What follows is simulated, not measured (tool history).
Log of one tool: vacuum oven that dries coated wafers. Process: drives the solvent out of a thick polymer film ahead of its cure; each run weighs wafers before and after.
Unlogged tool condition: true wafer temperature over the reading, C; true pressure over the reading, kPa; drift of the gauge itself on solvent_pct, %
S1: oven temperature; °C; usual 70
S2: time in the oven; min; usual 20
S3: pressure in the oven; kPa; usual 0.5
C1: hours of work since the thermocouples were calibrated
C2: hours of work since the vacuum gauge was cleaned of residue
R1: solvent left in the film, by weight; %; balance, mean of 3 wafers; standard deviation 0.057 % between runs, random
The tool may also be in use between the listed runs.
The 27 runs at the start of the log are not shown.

run    hour  S1  S2     S3    C1    C2    R1
 28  1277.1  75  34  1.546   565   565  1.72
 29  1306.4  65  27    0.5   582   582  3.58
 30  1354.6  75  33  1.194   610   610  1.49
 31  1395.6  75  33  1.194   635   635  1.46
 32    1447  75  33  1.194   665   665  1.47
 33  1499.6  75  33  1.194   696   696  1.47
 34  1548.3  74  12  1.431   725   725  4.48
 35  1580.6  74  12  1.431   744   744  4.61
 36    1641  74  12  1.431   779   779  4.47
 37    1708  74  12  1.431   819   819  4.59
 38  1757.7  74  12  1.431   848   848  4.52
 39  1810.1  80  20  0.662   879   879  1.17
 40  1879.4  67  22  0.662   919   919  3.99
 41  1922.2  83  13  0.268   945   945  1.37
 42  1959.6  60  22  0.309   967   967  6.08
 43  2014.9  60  22  0.309   999   999  6.15
 44  2056.6  60  22  0.309  1024  1024  6.04
 45  2086.3  70  32  1.022  1041  1041  2.48
 46  2144.7  70  32  1.022  1076  1076  2.54

Forecast each of these 4 alternatives for the next run:
  A  2214.8  59  11  0.258  1117  1117   ?
  B  2214.8  68  18  1.794  1117  1117   ?
  C  2214.8  70  26  1.666  1117  1117   ?
  D  2214.8  57  20  0.527  1117  1117   ?

run    R1
  A  8.16
  B  5.69
  C  3.77
  D  7.49
With no hidden state in the tool, these same runs would have given:
run    R1
  A  7.62
  B  4.91
  C  3.05
  D   6.8
